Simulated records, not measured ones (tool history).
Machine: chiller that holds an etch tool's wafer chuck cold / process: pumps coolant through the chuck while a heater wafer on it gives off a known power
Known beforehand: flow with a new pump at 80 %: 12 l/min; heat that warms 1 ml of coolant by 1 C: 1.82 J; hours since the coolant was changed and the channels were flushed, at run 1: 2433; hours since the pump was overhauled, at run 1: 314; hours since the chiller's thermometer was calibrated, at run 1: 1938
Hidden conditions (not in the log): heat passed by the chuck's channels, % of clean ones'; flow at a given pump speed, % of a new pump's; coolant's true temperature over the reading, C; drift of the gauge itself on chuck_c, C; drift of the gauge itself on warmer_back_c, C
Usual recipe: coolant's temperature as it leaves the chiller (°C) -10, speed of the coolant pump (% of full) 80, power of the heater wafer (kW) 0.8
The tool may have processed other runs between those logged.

run,hour,coolant's temperature as it leaves the chiller (°C),speed of the coolant pump (% of full),power of the heater wafer (kW),hours since the coolant was changed and the channels were flushed,hours since the pump was overhauled,hours since the chiller's thermometer was calibrated,chuck's temperature once it has settled (°C),how much warmer the coolant comes back (C)
1,0,-10,80,0.8,2433,314,1938,-4.85,2.188
2,30.9,-10,80,0.8,2464,345,1969,-4.85,2.198
3,65.1,-14,80,0.8,2498,379,2003,-8.76,2.184
4,92.3,-14,80,0.8,2526,406,2030,-8.85,2.202
5,135.8,-14,80,0.8,2569,450,2073,-8.85,2.197
6,168.9,-10,80,0.702,2602,483,2107,-5.47,1.931
7,205.6,-10,80,0.702,2639,519,2143,-5.49,1.924
8,232.6,-4,80,0.8,2666,546,2170,1.16,2.188
9,268.2,-14,85,0.469,2702,582,2206,-11.15,1.214
10,312.7,-16,77,0.8,2746,627,2250,-10.71,2.286
11,347.5,-18,78,0.602,2781,661,2285,-14.13,1.706
12,394.1,-18,78,0.602,2828,708,2332,-14.11,1.7
13,436.3,-18,78,0.602,2870,750,2374,-14.14,1.702
14,482.1,-18,78,0.602,2916,796,2420,-14.12,1.698
15,527.2,-16,93,0.426,2961,841,2465,-13.66,1.009

Pick out some run-to-run changes in chuck's temperature once it has settled (°C). Of each, how much would a tool without hidden state show as well, from the settings, what came in and chance, and how much is left for the hidden state and any gauge scatter not in both results compared?
Run 8 -> 9: coolant's temperature as it leaves the chiller (°C) -4 -> -14, speed of the coolant pump (% of full) 80 -> 85, power of the heater wafer (kW) 0.8 -> 0.469. chuck's temperature once it has settled (°C) -12.31: hidden state -0.12, all else -12.19.
